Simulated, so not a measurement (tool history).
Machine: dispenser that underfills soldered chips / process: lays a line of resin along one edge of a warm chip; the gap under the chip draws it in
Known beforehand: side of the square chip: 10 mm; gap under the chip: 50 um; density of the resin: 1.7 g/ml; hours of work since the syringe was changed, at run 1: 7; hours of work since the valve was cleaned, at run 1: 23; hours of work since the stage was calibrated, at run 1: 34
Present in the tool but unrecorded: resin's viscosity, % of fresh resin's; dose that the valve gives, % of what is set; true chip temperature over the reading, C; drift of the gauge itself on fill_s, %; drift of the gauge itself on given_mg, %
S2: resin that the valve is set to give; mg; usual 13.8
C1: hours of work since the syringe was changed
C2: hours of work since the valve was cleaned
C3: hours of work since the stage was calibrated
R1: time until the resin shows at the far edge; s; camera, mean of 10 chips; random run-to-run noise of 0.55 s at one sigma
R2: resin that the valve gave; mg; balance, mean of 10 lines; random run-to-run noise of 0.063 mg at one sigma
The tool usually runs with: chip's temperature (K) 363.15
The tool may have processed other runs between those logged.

{"run": 1, "hour": 0.0, "chip's temperature (K)": 363.15, "S2": 13.8, "C1": 7, "C2": 23, "C3": 34, "R1": 64.7, "R2": 13.66}
{"hour": 3.2, "done": "new syringe of resin"}
{"run": 2, "hour": 3.2, "chip's temperature (K)": 363.15, "S2": 13.8, "C1": 0, "C2": 25, "C3": 36, "R1": 45.9, "R2": 13.62}
{"run": 3, "hour": 5.8, "chip's temperature (K)": 363.15, "S2": 13.8, "C1": 2, "C2": 27, "C3": 38, "R1": 49.2, "R2": 13.82}
{"run": 4, "hour": 8.5, "chip's temperature (K)": 363.15, "S2": 13.8, "C1": 4, "C2": 29, "C3": 39, "R1": 55.1, "R2": 13.62}
{"run": 5, "hour": 12.6, "chip's temperature (K)": 363.15, "S2": 13.8, "C1": 6, "C2": 32, "C3": 42, "R1": 62, "R2": 13.77}
{"hour": 16.4, "done": "new syringe of resin"}
{"run": 6, "hour": 17.5, "chip's temperature (K)": 363.15, "S2": 14.4, "C1": 1, "C2": 35, "C3": 45, "R1": 47.5, "R2": 14.23}
{"run": 7, "hour": 21.9, "chip's temperature (K)": 363.15, "S2": 14.4, "C1": 4, "C2": 37, "C3": 48, "R1": 55.6, "R2": 14.21}
{"run": 8, "hour": 25.4, "chip's temperature (K)": 363.15, "S2": 13.8, "C1": 6, "C2": 40, "C3": 50, "R1": 61.6, "R2": 13.66}
{"run": 9, "hour": 28.4, "chip's temperature (K)": 363.15, "S2": 13.8, "C1": 8, "C2": 42, "C3": 52, "R1": 67.5, "R2": 13.65}
{"hour": 29.9, "done": "new syringe of resin"}
{"run": 10, "hour": 30.8, "chip's temperature (K)": 363.15, "S2": 13.8, "C1": 1, "C2": 43, "C3": 54, "R1": 47.8, "R2": 13.58}
{"run": 11, "hour": 35.3, "chip's temperature (K)": 363.15, "S2": 13.8, "C1": 4, "C2": 46, "C3": 56, "R1": 54.2, "R2": 13.47}
{"run": 12, "hour": 37.7, "chip's temperature (K)": 351.15, "S2": 11.8, "C1": 5, "C2": 47, "C3": 58, "R1": 101, "R2": 11.71}
{"run": 13, "hour": 41.3, "chip's temperature (K)": 364.15, "S2": 14.6, "C1": 7, "C2": 50, "C3": 60, "R1": 64.2, "R2": 14.26}
{"hour": 43.2, "done": "new syringe of resin"}
{"run": 14, "hour": 43.6, "chip's temperature (K)": 377.15, "S2": 11.8, "C1": 0, "C2": 51, "C3": 62, "R1": 27.6, "R2": 11.69}
{"run": 15, "hour": 46.5, "chip's temperature (K)": 363.15, "S2": 16.6, "C1": 2, "C2": 53, "C3": 64, "R1": 51.6, "R2": 16.32}
{"run": 16, "hour": 50.1, "chip's temperature (K)": 363.15, "S2": 16.6, "C1": 5, "C2": 55, "C3": 66, "R1": 56.4, "R2": 16.34}
{"run": 17, "hour": 54.0, "chip's temperature (K)": 372.15, "S2": 17.4, "C1": 7, "C2": 58, "C3": 68, "R1": 45.4, "R2": 17.11}
{"hour": 56.7, "done": "new syringe of resin"}
{"run": 18, "hour": 58.4, "chip's temperature (K)": 353.15, "S2": 15.4, "C1": 1, "C2": 61, "C3": 71, "R1": 73.4, "R2": 15.09}
{"run": 19, "hour": 61.4, "chip's temperature (K)": 353.15, "S2": 15.4, "C1": 3, "C2": 63, "C3": 73, "R1": 81.9, "R2": 15.02}
{"run": 20, "hour": 64.8, "chip's temperature (K)": 377.15, "S2": 12.1, "C1": 5, "C2": 65, "C3": 75, "R1": 35.4, "R2": 11.92}
{"run": 21, "hour": 68.2, "chip's temperature (K)": 375.15, "S2": 16.9, "C1": 8, "C2": 67, "C3": 78, "R1": 41.3, "R2": 16.55}

Each row is a separate what-if for the run after 21, all from the same tool condition, not one after another. Results?
{"hour": 70.1, "done": "new syringe of resin"}
{"run": "A", "hour": 71.0, "chip's temperature (K)": 376.15, "S2": 14.1, "C1": 1, "C2": 69, "C3": 79, "R1": "?", "R2": "?"}
{"hour": 70.1, "done": "new syringe of resin"}
{"run": "B", "hour": 71.0, "chip's temperature (K)": 363.15, "S2": 17.4, "C1": 1, "C2": 69, "C3": 79, "R1": "?", "R2": "?"}
{"hour": 70.1, "done": "new syringe of resin"}
{"run": "C", "hour": 71.0, "chip's temperature (K)": 363.15, "S2": 13.6, "C1": 1, "C2": 69, "C3": 79, "R1": "?", "R2": "?"}
{"hour": 70.1, "done": "new syringe of resin"}
{"run": "D", "hour": 71.0, "chip's temperature (K)": 349.15, "S2": 12.4, "C1": 1, "C2": 69, "C3": 79, "R1": "?", "R2": "?"}

run=A R1=28.7 R2=13.85
run=B R1=47.1 R2=17.08
run=C R1=48 R2=13.34
run=D R1=88.6 R2=12.03
Stripped of hidden state, with their random variation kept, the same runs would have yielded:
run=A R1=27.4 R2=14.18
run=B R1=45 R2=17.48
run=C R1=45.7 R2=13.66
run=D R1=84.3 R2=12.32

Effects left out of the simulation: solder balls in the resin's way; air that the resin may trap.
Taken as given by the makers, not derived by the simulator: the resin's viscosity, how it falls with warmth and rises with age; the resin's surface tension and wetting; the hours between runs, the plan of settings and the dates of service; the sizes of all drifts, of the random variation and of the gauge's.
